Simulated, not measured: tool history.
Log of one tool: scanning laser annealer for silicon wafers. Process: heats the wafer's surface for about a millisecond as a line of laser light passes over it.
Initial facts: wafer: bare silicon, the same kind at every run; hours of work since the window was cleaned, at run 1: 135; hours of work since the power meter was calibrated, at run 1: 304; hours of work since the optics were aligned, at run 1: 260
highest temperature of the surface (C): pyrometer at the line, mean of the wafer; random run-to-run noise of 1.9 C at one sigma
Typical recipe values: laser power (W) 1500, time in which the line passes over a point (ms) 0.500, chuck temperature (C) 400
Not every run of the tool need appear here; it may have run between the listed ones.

run,hour,laser power (W),time in which the line passes over a point (ms),chuck temperature (C),hours of work since the window was cleaned,hours of work since the power meter was calibrated,hours of work since the optics were aligned,highest temperature of the surface (C)
1,0.0,1500,0.500,400,135,304,260,1227
2,34.7,1500,0.437,400,150,319,274,1176
3,73.0,1500,0.437,400,165,335,290,1176
4,113.6,1500,0.437,400,182,351,307,1177
5,141.1,1500,0.437,400,193,363,318,1176
6,179.2,1500,0.500,400,209,378,334,1226
7,208.8,1500,0.500,413,221,390,346,1240
8,251.0,1500,0.548,400,239,408,363,1265
9,287.1,1500,0.548,400,254,423,378,1262
10,319.3,1500,0.500,400,267,436,391,1224
11,348.7,1500,0.500,400,279,448,403,1226
12,369.9,1500,0.500,400,288,457,412,1223
13,401.8,1500,0.500,400,301,470,425,1229
14,425.5,1500,0.500,400,311,480,435,1223
15,445.5,1575,0.500,396,319,488,443,1266
16,484.1,1491,0.494,400,335,504,459,1217
17,522.6,1399,0.496,438,351,520,475,1206
# hour 536.6: window over the wafer cleaned
18,559.5,1404,0.368,372,9,534,489,1043
19,596.7,1404,0.444,431,25,549,505,1167
20,621.2,1404,0.444,431,35,560,515,1166
21,659.1,1404,0.444,431,50,575,530,1165

What does the tool deliver on the next run?
22,679.1,1471,0.444,431,59,583,539,?

highest temperature of the surface (C): 1200
Had the tool carried no hidden state, the very same run would have given highest temperature of the surface (C) 1200.
